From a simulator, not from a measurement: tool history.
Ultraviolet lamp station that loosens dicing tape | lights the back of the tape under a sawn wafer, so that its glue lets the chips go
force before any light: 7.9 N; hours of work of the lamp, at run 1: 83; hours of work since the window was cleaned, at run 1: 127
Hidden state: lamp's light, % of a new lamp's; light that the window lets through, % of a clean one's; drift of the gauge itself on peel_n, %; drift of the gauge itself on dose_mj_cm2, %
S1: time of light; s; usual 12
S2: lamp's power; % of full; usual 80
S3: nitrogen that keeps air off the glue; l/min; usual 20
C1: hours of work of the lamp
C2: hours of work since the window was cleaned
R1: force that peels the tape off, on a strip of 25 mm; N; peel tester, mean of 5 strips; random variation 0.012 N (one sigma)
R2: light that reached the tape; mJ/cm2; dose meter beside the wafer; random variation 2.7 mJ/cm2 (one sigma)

run,hour,S1,S2,S3,C1,C2,R1,R2
1,0.0,12,80,20,83,127,0.535,350
2,3.8,19,80,20,86,130,0.211,560
3,10.5,19,80,20,91,135,0.209,557
4,19.6,19,80,20,98,142,0.213,550
5,23.7,19,80,20,101,145,0.200,554
6,28.3,19,80,20,104,148,0.213,558
7,33.8,18,80,20,108,152,0.234,528
8,40.6,18,80,20,113,157,0.230,524
9,46.0,18,80,20,117,161,0.231,522
10,53.5,18,80,20,123,167,0.238,528
11,61.9,12,95,20,129,173,0.358,417
12,66.3,12,95,20,132,176,0.364,414
13,69.9,12,95,20,135,179,0.376,412
14,77.1,12,80,11,140,184,0.785,352
15,81.5,12,80,11,143,187,0.752,348
16,85.5,12,80,11,146,190,0.783,347
17,90.2,12,80,11,150,194,0.726,351
18,96.7,21,65,9,154,198,0.388,494
19,105.4,21,65,9,161,205,0.397,497
20,111.6,21,65,9,165,209,0.391,497
21,120.6,21,65,9,172,216,0.403,499
22,126.3,21,90,20,176,220,0.164,687
23,132.5,12,63,21,181,225,0.864,276
24,141.1,12,63,21,187,231,0.859,274
25,145.5,7,98,8,190,234,1.651,249
26,153.3,7,98,8,196,240,1.589,253
27,158.5,14,66,36,200,244,0.447,335
28,167.0,8,80,13,206,250,1.429,232
29,172.8,8,77,13,210,254,1.605,221
30,181.0,19,97,21,216,260,0.166,673
31,187.3,19,97,21,221,265,0.165,681
32,196.0,19,97,12,227,271,0.203,677

Forecast each of these 4 alternatives for the next run:
A,202.5,23,97,12,232,276,?,?
B,202.5,10,77,38,232,276,?,?
C,202.5,19,63,17,232,276,?,?
D,202.5,12,80,34,232,276,?,?

run,R1,R2
A,0.158,812
B,0.645,277
C,0.355,433
D,0.437,350
Without the tool's hidden state the same runs would have given:
run,R1,R2
A,0.158,814
B,0.643,278
C,0.354,434
D,0.435,351

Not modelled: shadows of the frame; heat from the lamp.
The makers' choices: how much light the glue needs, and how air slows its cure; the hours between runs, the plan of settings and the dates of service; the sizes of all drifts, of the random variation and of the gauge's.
